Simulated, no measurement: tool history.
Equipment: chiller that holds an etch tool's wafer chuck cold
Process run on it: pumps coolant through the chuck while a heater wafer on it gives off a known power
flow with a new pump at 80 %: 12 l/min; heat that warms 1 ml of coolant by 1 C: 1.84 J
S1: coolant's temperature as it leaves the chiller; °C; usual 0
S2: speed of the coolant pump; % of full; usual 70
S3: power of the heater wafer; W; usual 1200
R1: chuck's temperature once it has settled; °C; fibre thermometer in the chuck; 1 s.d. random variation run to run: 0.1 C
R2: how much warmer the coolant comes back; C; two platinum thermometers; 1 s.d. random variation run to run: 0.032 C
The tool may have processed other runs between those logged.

| run | hour | S1 | S2 | S3 | R1 | R2 |
|---|---|---|---|---|---|---|
| 1 | 0.0 | 0 | 70 | 1200 | 7.9 | 3.79 |
| 2 | 171.5 | 0 | 70 | 1200 | 8.0 | 3.80 |
| 3 | 264.8 | -3 | 70 | 1200 | 5.0 | 3.78 |
| 4 | 394.7 | 0 | 70 | 745 | 5.0 | 2.36 |
| 5 | 511.5 | 0 | 70 | 745 | 4.9 | 2.34 |
| 6 | 612.3 | 0 | 70 | 745 | 4.9 | 2.36 |
| 7 | 713.0 | 0 | 70 | 745 | 5.0 | 2.35 |
| 8 | 851.3 | 8 | 70 | 1200 | 16.0 | 3.83 |
| 9 | 983.6 | 8 | 70 | 1200 | 16.1 | 3.84 |
| 10 | 1139.8 | 8 | 70 | 1200 | 16.0 | 3.77 |
| 11 | 1288.2 | 8 | 70 | 1200 | 15.9 | 3.80 |
| 12 | 1457.5 | 0 | 66 | 1200 | 8.4 | 4.05 |
| 13 | 1624.9 | 0 | 66 | 1200 | 8.4 | 4.07 |
| 14 | 1745.6 | 0 | 70 | 1200 | 8.2 | 3.76 |
| 15 | 1887.9 | 0 | 70 | 1048 | 7.1 | 3.31 |
| 16 | 2018.4 | 0 | 70 | 1048 | 7.0 | 3.29 |
| 17 | 2099.6 | 0 | 88 | 1048 | 5.8 | 2.52 |
| 18 | 2190.3 | -9 | 71 | 702 | -4.3 | 2.18 |
| 19 | 2298.9 | -8 | 82 | 702 | -3.7 | 1.76 |
| 20 | 2459.5 | 0 | 81 | 1200 | 7.1 | 3.16 |
| 21 | 2631.5 | 0 | 81 | 1200 | 7.2 | 3.21 |
| 22 | 2770.3 | 8 | 61 | 941 | 14.9 | 3.49 |
| 23 | 2870.1 | -8 | 69 | 1015 | -1.3 | 3.27 |
| 24 | 3036.0 | 7 | 69 | 1200 | 15.1 | 3.93 |
| 25 | 3150.6 | 2 | 70 | 1636 | 12.8 | 5.17 |
| 26 | 3271.0 | 2 | 70 | 1636 | 12.9 | 5.27 |
| 27 | 3356.8 | -3 | 70 | 707 | 1.6 | 2.27 |
| 28 | 3480.0 | -3 | 70 | 707 | 1.7 | 2.22 |
| 29 | 3618.0 | -3 | 70 | 707 | 1.6 | 2.23 |
| 30 | 3749.0 | -9 | 70 | 1066 | -1.9 | 3.38 |
|  | 3859.9 | coolant changed, channels flushed |
|  | 3860.9 | chiller's thermometer calibrated |
| 31 | 3860.9 | -3 | 70 | 1404 | 6.5 | 4.53 |
| 32 | 4019.7 | 0 | 68 | 818 | 5.6 | 2.69 |

Below are 4 alternative next runs, each starting from the tool's condition after run 32. Predict each:
| A | 4139.4 | 0 | 92 | 1200 | ? | ? |
| B | 4139.4 | 0 | 68 | 822 | ? | ? |
| C | 4139.4 | 0 | 81 | 724 | ? | ? |
| D | 4139.4 | 0 | 61 | 1477 | ? | ? |

| run | R1 | R2 |
|---|---|---|
| A | 6.6 | 2.75 |
| B | 5.6 | 2.73 |
| C | 4.3 | 1.97 |
| D | 10.9 | 5.49 |
With no hidden state in the tool, these same runs would have given:
| run | R1 | R2 |
|---|---|---|
| A | 6.6 | 2.74 |
| B | 5.6 | 2.72 |
| C | 4.3 | 1.96 |
| D | 10.9 | 5.47 |
